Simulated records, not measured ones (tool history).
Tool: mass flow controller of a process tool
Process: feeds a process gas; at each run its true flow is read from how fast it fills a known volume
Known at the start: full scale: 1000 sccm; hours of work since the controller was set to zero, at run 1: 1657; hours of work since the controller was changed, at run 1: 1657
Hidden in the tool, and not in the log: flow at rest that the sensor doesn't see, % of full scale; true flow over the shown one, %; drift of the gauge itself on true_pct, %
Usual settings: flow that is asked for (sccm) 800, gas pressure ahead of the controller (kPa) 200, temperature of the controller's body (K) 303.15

run,hour,flow that is asked for (sccm),gas pressure ahead of the controller (kPa),temperature of the controller's body (K),hours of work since the controller was set to zero,hours of work since the controller was changed,true flow (%)
1,0.0,800,200,303.15,1657,1657,100.11
2,480.6,800,200,303.15,2039,2039,99.97
3,1002.3,800,200,303.15,2455,2455,100.30
4,1482.5,800,183,303.15,2837,2837,100.33
5,1796.9,800,183,303.15,3087,3087,100.46
6,2161.0,800,183,303.15,3377,3377,100.70
7,2403.3,800,183,303.15,3570,3570,100.65
8,2978.0,800,183,297.15,4028,4028,100.50
9,3441.1,800,183,297.15,4396,4396,100.46
10,3753.5,800,183,297.15,4645,4645,100.69
11,4185.4,800,183,297.15,4989,4989,100.69
12,4516.7,800,183,297.15,5253,5253,100.74
13,5071.8,800,183,297.15,5695,5695,100.94
14,5376.4,800,183,297.15,5937,5937,101.00
15,5650.3,800,183,297.15,6155,6155,101.07
# hour 6043.4: controller's zero set anew
16,6114.4,800,183,297.15,57,6524,101.18
17,6545.7,800,183,297.15,400,6868,101.37
18,7136.7,800,183,297.15,870,7338,101.27
19,7460.5,800,183,297.15,1128,7596,101.56
20,7990.6,254,159,295.15,1550,8018,100.68
21,8479.6,510,159,310.15,1940,8407,102.26
22,8942.7,296,209,296.15,2308,8776,100.71
23,9278.0,659,155,303.15,2575,9043,102.30
24,9798.5,426,166,305.15,2990,9457,102.19
25,10201.8,845,200,297.15,3311,9778,102.23
26,10607.0,845,164,303.15,3633,10101,103.04
27,11190.7,253,200,310.15,4098,10566,102.40
28,11478.0,135,213,293.15,4327,10794,100.83
# hour 11720.6: gauge calibrated
29,12007.9,281,161,307.15,4749,11216,99.66
30,12350.2,281,161,307.15,5021,11489,99.83
31,12668.5,903,200,311.15,5275,11742,101.02
32,12950.5,903,200,311.15,5499,11967,101.06
33,13221.4,288,200,309.15,5715,12182,99.82
34,13590.0,288,200,309.15,6008,12476,100.00
# hour 13711.4: controller exchanged for a calibrated one
35,14152.5,421,150,303.15,351,351,100.19
36,14434.7,571,275,310.15,576,576,100.49
37,14841.9,833,222,303.15,900,900,100.67
38,15184.6,121,273,298.15,1173,1173,98.89

Measured less the same run without the tool's hidden state. The same run-to-run variation is in both; the gauge's scatter may not be:
run,true flow (%)
1,+0.01
2,+0.13
3,+0.26
4,+0.38
5,+0.46
6,+0.56
7,+0.62
8,+0.76
9,+0.88
10,+0.96
11,+1.07
12,+1.15
13,+1.29
14,+1.37
15,+1.44
16,+1.56
17,+1.66
18,+1.81
19,+1.90
20,+2.01
21,+2.17
22,+2.25
23,+2.36
24,+2.49
25,+2.59
26,+2.70
27,+2.85
28,+2.88
29,+0.10
30,+0.18
31,+0.26
32,+0.34
33,+0.41
34,+0.51
35,+0.61
36,+0.69
37,+0.79
38,+0.87
